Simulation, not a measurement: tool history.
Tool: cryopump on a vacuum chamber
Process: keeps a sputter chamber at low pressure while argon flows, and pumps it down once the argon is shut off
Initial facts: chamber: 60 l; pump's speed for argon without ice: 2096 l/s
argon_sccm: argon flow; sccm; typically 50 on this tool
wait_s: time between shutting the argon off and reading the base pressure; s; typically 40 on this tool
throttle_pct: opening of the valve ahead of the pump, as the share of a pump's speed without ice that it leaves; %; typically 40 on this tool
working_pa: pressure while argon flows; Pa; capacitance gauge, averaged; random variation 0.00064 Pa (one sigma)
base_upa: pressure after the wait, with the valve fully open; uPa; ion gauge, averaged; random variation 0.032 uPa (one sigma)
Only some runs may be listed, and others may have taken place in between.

{"run": 1, "day": 0.0, "argon_sccm": 50, "wait_s": 40, "throttle_pct": 40, "working_pa": 0.1081, "base_upa": 2.26}
{"run": 2, "day": 3.508, "argon_sccm": 50, "wait_s": 40, "throttle_pct": 40, "working_pa": 0.1075, "base_upa": 2.28}
{"run": 3, "day": 6.942, "argon_sccm": 50, "wait_s": 40, "throttle_pct": 40, "working_pa": 0.1094, "base_upa": 2.27}
{"run": 4, "day": 12.162, "argon_sccm": 38, "wait_s": 40, "throttle_pct": 40, "working_pa": 0.084, "base_upa": 2.45}
{"run": 5, "day": 16.05, "argon_sccm": 38, "wait_s": 40, "throttle_pct": 40, "working_pa": 0.0842, "base_upa": 2.45}
{"run": 6, "day": 18.929, "argon_sccm": 35, "wait_s": 40, "throttle_pct": 40, "working_pa": 0.0789, "base_upa": 2.69}
{"run": 7, "day": 21.804, "argon_sccm": 35, "wait_s": 40, "throttle_pct": 40, "working_pa": 0.08, "base_upa": 2.77}
{"day": 23.25, "done": "pump warmed up, emptied and cooled again"}
{"run": 8, "day": 25.154, "argon_sccm": 35, "wait_s": 40, "throttle_pct": 40, "working_pa": 0.0726, "base_upa": 2.49}
{"run": 9, "day": 28.033, "argon_sccm": 35, "wait_s": 40, "throttle_pct": 40, "working_pa": 0.0731, "base_upa": 2.58}
{"run": 10, "day": 31.925, "argon_sccm": 35, "wait_s": 40, "throttle_pct": 40, "working_pa": 0.0727, "base_upa": 2.64}
{"run": 11, "day": 35.396, "argon_sccm": 35, "wait_s": 40, "throttle_pct": 40, "working_pa": 0.073, "base_upa": 2.66}
{"day": 39.092, "done": "leaking fittings of the chamber tightened, without venting"}
{"run": 12, "day": 40.679, "argon_sccm": 35, "wait_s": 40, "throttle_pct": 40, "working_pa": 0.0743, "base_upa": 1.76}
{"run": 13, "day": 45.65, "argon_sccm": 35, "wait_s": 40, "throttle_pct": 40, "working_pa": 0.075, "base_upa": 1.81}
{"run": 14, "day": 49.738, "argon_sccm": 35, "wait_s": 40, "throttle_pct": 40, "working_pa": 0.0743, "base_upa": 1.84}
{"run": 15, "day": 55.175, "argon_sccm": 29, "wait_s": 46, "throttle_pct": 37, "working_pa": 0.0685, "base_upa": 1.75}
{"run": 16, "day": 58.833, "argon_sccm": 40, "wait_s": 115, "throttle_pct": 40, "working_pa": 0.0885, "base_upa": 1.08}

Forecast run 17:
{"run": 17, "day": 63.404, "argon_sccm": 99, "wait_s": 59, "throttle_pct": 38, "working_pa": "?", "base_upa": "?"}

Run 17 measured working_pa 0.2329 Pa, base_upa 1.67 uPa.
Take away the tool's hidden state, keep the run-to-run variation as it was, and the same run would have given working_pa 0.2108 Pa, base_upa 1.19 uPa.
